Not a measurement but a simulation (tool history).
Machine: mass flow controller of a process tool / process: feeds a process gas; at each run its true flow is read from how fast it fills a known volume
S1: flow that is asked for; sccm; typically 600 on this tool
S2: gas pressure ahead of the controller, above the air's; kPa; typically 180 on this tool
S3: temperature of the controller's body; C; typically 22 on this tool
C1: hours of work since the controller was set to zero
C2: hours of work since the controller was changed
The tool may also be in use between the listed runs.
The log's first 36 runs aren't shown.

{"run": 37, "hour": 2918.4, "S1": 116, "S2": 271, "S3": 22, "C1": 5756, "C2": 5756, "true flow (%)": 99.82}
{"run": 38, "hour": 3004.3, "S1": 116, "S2": 271, "S3": 22, "C1": 5821, "C2": 5821, "true flow (%)": 99.97}
{"run": 39, "hour": 3084.1, "S1": 181, "S2": 180, "S3": 21, "C1": 5881, "C2": 5881, "true flow (%)": 100.27}
{"run": 40, "hour": 3187.7, "S1": 181, "S2": 205, "S3": 35, "C1": 5960, "C2": 5960, "true flow (%)": 98.61}
{"run": 41, "hour": 3246.9, "S1": 110, "S2": 180, "S3": 39, "C1": 6005, "C2": 6005, "true flow (%)": 98.14}
{"hour": 3341.7, "done": "controller exchanged for a calibrated one"}
{"run": 42, "hour": 3362.5, "S1": 110, "S2": 171, "S3": 39, "C1": 16, "C2": 16, "true flow (%)": 98.35}
{"run": 43, "hour": 3490.6, "S1": 316, "S2": 246, "S3": 38, "C1": 113, "C2": 113, "true flow (%)": 98.34}
{"run": 44, "hour": 3611.3, "S1": 310, "S2": 146, "S3": 28, "C1": 204, "C2": 204, "true flow (%)": 99.43}
{"run": 45, "hour": 3724.2, "S1": 310, "S2": 146, "S3": 28, "C1": 290, "C2": 290, "true flow (%)": 99.51}
{"run": 46, "hour": 3812.7, "S1": 333, "S2": 222, "S3": 25, "C1": 357, "C2": 357, "true flow (%)": 99.6}
{"run": 47, "hour": 3864.6, "S1": 333, "S2": 222, "S3": 25, "C1": 396, "C2": 396, "true flow (%)": 99.74}
{"run": 48, "hour": 3924.4, "S1": 233, "S2": 183, "S3": 33, "C1": 441, "C2": 441, "true flow (%)": 98.92}
{"run": 49, "hour": 3984.5, "S1": 927, "S2": 180, "S3": 22, "C1": 487, "C2": 487, "true flow (%)": 100.36}

Here are 3 independent what-if runs from the current tool condition. What would each one return?
{"run": "A", "hour": 4093.7, "S1": 616, "S2": 280, "S3": 40, "C1": 570, "C2": 570, "true flow (%)": "?"}
{"run": "B", "hour": 4093.7, "S1": 105, "S2": 267, "S3": 23, "C1": 570, "C2": 570, "true flow (%)": "?"}
{"run": "C", "hour": 4093.7, "S1": 927, "S2": 203, "S3": 30, "C1": 570, "C2": 570, "true flow (%)": "?"}

run=A true_flow_(%)=98.15
run=B true_flow_(%)=99.68
run=C true_flow_(%)=99.53
With the hidden condition removed and each run's random variation left untouched, the same runs would have given:
run=A true_flow_(%)=98.15
run=B true_flow_(%)=99.69
run=C true_flow_(%)=99.52
